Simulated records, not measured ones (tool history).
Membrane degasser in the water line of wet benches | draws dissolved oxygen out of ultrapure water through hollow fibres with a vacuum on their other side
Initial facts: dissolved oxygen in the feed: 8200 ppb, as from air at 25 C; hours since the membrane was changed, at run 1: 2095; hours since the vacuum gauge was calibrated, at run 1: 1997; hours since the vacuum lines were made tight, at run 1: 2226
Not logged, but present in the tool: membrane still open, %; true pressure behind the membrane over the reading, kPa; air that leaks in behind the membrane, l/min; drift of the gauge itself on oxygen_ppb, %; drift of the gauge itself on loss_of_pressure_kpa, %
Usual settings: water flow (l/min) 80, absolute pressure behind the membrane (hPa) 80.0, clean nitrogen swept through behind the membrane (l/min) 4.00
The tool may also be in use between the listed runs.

run    hour  water flow (l/min)  absolute pressure behind the membrane (hPa)  clean nitrogen swept through behind the membrane (l/min)  hours since the membrane was changed  hours since the vacuum gauge was calibrated  hours since the vacuum lines were made tight  dissolved oxygen in the water behind the degasser (ppb)  pressure that the water loses in the fibres (hPa)
  1     0.0                  80                                         80.0                                                      4.00                                  2095                                         1997                                          2226                                                    321.4                                              529.2
  2    94.5                  80                                         48.6                                                      4.00                                  2189                                         2092                                          2321                                                    188.0                                              525.2
  3   158.0                  80                                         80.0                                                      4.00                                  2253                                         2155                                          2384                                                    317.5                                              525.2
  4   249.0                  80                                         80.0                                                      4.00                                  2344                                         2246                                          2475                                                    324.3                                              528.4
  5   325.0                  80                                         80.0                                                      4.00                                  2420                                         2322                                          2551                                                    324.2                                              524.4
  6   416.0                  80                                         80.0                                                      4.00                                  2511                                         2413                                          2642                                                    321.3                                              525.4
  7   488.2                  80                                         80.0                                                      4.00                                  2583                                         2485                                          2714                                                    322.4                                              526.4
  8   573.5                  80                                         80.0                                                      4.00                                  2668                                         2571                                          2800                                                    321.1                                              530.1
  9   671.3                  69                                         80.0                                                      4.00                                  2766                                         2669                                          2897                                                    252.2                                              458.4
 10   753.7                  69                                         80.0                                                      4.00                                  2849                                         2751                                          2980                                                    247.5                                              453.8
 11   840.7                  80                                         80.0                                                      2.25                                  2936                                         2838                                          3067                                                    441.4                                              531.7
 12   933.6                  80                                         80.0                                                      2.25                                  3029                                         2931                                          3160                                                    439.5                                              524.5
 13   987.6                  79                                         80.0                                                      4.00                                  3083                                         2985                                          3214                                                    316.2                                              515.7
 14  1062.2                  79                                         96.3                                                      4.00                                  3157                                         3060                                          3288                                                    390.2                                              516.2
 15  1153.0                  79                                         96.3                                                      4.00                                  3248                                         3150                                          3379                                                    379.5                                              523.6
 16  1208.6                  79                                         96.3                                                      1.94                                  3304                                         3206                                          3435                                                    595.1                                              520.8
 17  1296.1                  80                                         80.0                                                      4.00                                  3391                                         3293                                          3522                                                    322.5                                              527.5
 18  1370.0                  80                                         67.9                                                      4.00                                  3465                                         3367                                          3596                                                    270.9                                              527.6
 19  1452.1                  80                                        101.3                                                      3.42                                  3547                                         3449                                          3678                                                    454.8                                              530.0
 20  1533.9                  80                                        101.3                                                      3.42                                  3629                                         3531                                          3760                                                    450.9                                              530.1
 21  1629.7                  80                                         80.0                                                      6.56                                  3725                                         3627                                          3856                                                    247.3                                              526.2
 22  1700.4                  80                                         62.3                                                      4.72                                  3795                                         3698                                          3926                                                    230.6                                              524.5
 23  1776.4                  80                                         62.3                                                      1.86                                  3871                                         3774                                          4002                                                    363.1                                              529.5
 24  1841.2                  87                                         80.0                                                      4.00                                  3936                                         3839                                          4067                                                    367.5                                              573.2
 25  1918.8                  87                                         80.0                                                      2.71                                  4014                                         3916                                          4145                                                    457.0                                              570.9
 26  1996.3                  78                                         69.3                                                      6.78                                  4091                                         3994                                          4222                                                    206.6                                              516.0
 27  2071.0                  80                                        124.8                                                      5.72                                  4166                                         4068                                          4297                                                    396.2                                              529.2
 28  2133.4                  80                                        149.5                                                      7.28                                  4228                                         4131                                          4360                                                    399.5                                              523.9
 29  2227.3                  49                                        149.5                                                      7.28                                  4322                                         4225                                          4453                                                    198.4                                              323.4
 30  2316.6                  49                                         77.4                                                      7.28                                  4412                                         4314                                          4543                                                     91.1                                              323.5
 31  2401.7                  80                                        162.8                                                      5.11                                  4497                                         4399                                          4628                                                    545.0                                              526.4
 32  2488.7                  80                                        162.8                                                      1.96                                  4584                                         4486                                          4715                                                   1063.6                                              523.7
 33  2535.7                  61                                         82.3                                                      1.96                                  4631                                         4533                                          4762                                                    359.9                                              399.3

What if the next run were any one of these 3? Each begins from the tool's condition after run 33:
  A  2578.6                 109                                         51.4                                                      5.06                                  4674                                         4576                                          4805                                                        ?                                                  ?
  B  2578.6                  61                                        118.8                                                      9.74                                  4674                                         4576                                          4805                                                        ?                                                  ?
  C  2578.6                  99                                         80.0                                                      2.09                                  4674                                         4576                                          4805                                                        ?                                                  ?

run  dissolved oxygen in the water behind the degasser (ppb)  pressure that the water loses in the fibres (hPa)
  A                                                    374.7                                              716.7
  B                                                    170.2                                              401.9
  C                                                    629.9                                              653.7
Had the tool no hidden state, the same runs would have come out as:
run  dissolved oxygen in the water behind the degasser (ppb)  pressure that the water loses in the fibres (hPa)
  A                                                    373.9                                              716.4
  B                                                    170.0                                              401.7
  C                                                    629.1                                              653.3
